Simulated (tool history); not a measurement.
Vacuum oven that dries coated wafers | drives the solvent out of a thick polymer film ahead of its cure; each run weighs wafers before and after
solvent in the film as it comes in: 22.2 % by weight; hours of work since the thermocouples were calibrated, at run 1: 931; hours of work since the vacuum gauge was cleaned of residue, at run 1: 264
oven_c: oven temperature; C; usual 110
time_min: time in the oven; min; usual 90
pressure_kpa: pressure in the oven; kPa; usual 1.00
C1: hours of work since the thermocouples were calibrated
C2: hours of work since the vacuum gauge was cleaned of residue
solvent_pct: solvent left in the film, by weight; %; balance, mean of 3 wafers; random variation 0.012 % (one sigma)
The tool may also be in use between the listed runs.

run 1 hour=0.0 | oven_c=110 time_min=90 pressure_kpa=1.00 | C1=931 C2=264 | solvent_pct=2.85
run 2 hour=10.4 | oven_c=123 time_min=90 pressure_kpa=1.00 | C1=936 C2=269 | solvent_pct=1.09
run 3 hour=19.9 | oven_c=123 time_min=90 pressure_kpa=1.00 | C1=940 C2=273 | solvent_pct=1.08
run 4 hour=30.9 | oven_c=110 time_min=64 pressure_kpa=1.00 | C1=945 C2=278 | solvent_pct=4.74
run 5 hour=44.2 | oven_c=110 time_min=64 pressure_kpa=1.00 | C1=952 C2=285 | solvent_pct=4.71
run 6 hour=56.0 | oven_c=110 time_min=64 pressure_kpa=1.00 | C1=957 C2=290 | solvent_pct=4.75
run 7 hour=68.7 | oven_c=110 time_min=64 pressure_kpa=1.00 | C1=964 C2=296 | solvent_pct=4.72
run 8 hour=85.5 | oven_c=110 time_min=49 pressure_kpa=1.00 | C1=972 C2=304 | solvent_pct=6.41
run 9 hour=97.6 | oven_c=110 time_min=90 pressure_kpa=0.97 | C1=977 C2=310 | solvent_pct=2.84
run 10 hour=110.8 | oven_c=110 time_min=90 pressure_kpa=0.97 | C1=984 C2=316 | solvent_pct=2.83
run 11 hour=120.6 | oven_c=110 time_min=90 pressure_kpa=0.97 | C1=988 C2=321 | solvent_pct=2.85
run 12 hour=134.7 | oven_c=110 time_min=90 pressure_kpa=0.97 | C1=995 C2=328 | solvent_pct=2.82
run 13 hour=151.1 | oven_c=110 time_min=90 pressure_kpa=0.97 | C1=1003 C2=336 | solvent_pct=2.83
run 14 hour=160.5 | oven_c=110 time_min=90 pressure_kpa=1.00 | C1=1007 C2=340 | solvent_pct=2.84
-- hour=171.5 oven's thermocouples calibrated
run 15 hour=171.7 | oven_c=110 time_min=90 pressure_kpa=1.00 | C1=0 C2=345 | solvent_pct=2.86
run 16 hour=188.4 | oven_c=110 time_min=90 pressure_kpa=1.00 | C1=8 C2=353 | solvent_pct=2.88
run 17 hour=199.8 | oven_c=110 time_min=70 pressure_kpa=1.00 | C1=13 C2=358 | solvent_pct=4.21
run 18 hour=208.1 | oven_c=119 time_min=90 pressure_kpa=0.92 | C1=17 C2=362 | solvent_pct=1.48
run 19 hour=218.5 | oven_c=111 time_min=90 pressure_kpa=2.02 | C1=22 C2=367 | solvent_pct=3.05
run 20 hour=225.7 | oven_c=110 time_min=71 pressure_kpa=1.82 | C1=26 C2=370 | solvent_pct=4.40
run 21 hour=240.5 | oven_c=102 time_min=81 pressure_kpa=2.23 | C1=33 C2=377 | solvent_pct=5.67
run 22 hour=251.5 | oven_c=123 time_min=145 pressure_kpa=1.22 | C1=38 C2=383 | solvent_pct=0.45
run 23 hour=267.3 | oven_c=123 time_min=145 pressure_kpa=1.22 | C1=46 C2=390 | solvent_pct=0.44
run 24 hour=281.4 | oven_c=110 time_min=117 pressure_kpa=1.00 | C1=52 C2=397 | solvent_pct=1.78
run 25 hour=289.4 | oven_c=109 time_min=61 pressure_kpa=3.86 | C1=56 C2=401 | solvent_pct=6.23
run 26 hour=300.6 | oven_c=122 time_min=78 pressure_kpa=1.98 | C1=62 C2=406 | solvent_pct=1.88
run 27 hour=309.2 | oven_c=108 time_min=154 pressure_kpa=2.14 | C1=66 C2=410 | solvent_pct=1.70
run 28 hour=325.7 | oven_c=108 time_min=59 pressure_kpa=2.30 | C1=74 C2=418 | solvent_pct=6.14
run 29 hour=339.7 | oven_c=121 time_min=48 pressure_kpa=1.00 | C1=80 C2=425 | solvent_pct=4.09
run 30 hour=353.6 | oven_c=121 time_min=95 pressure_kpa=1.00 | C1=87 C2=431 | solvent_pct=1.12

How the hidden state differs across the entries between the runs, from the last listed run before each to the first after it:
Between runs 14 and 15: oven's thermocouples calibrated (hour 171.5)
  true wafer temperature over the reading, C: 0.08 -> 0.02
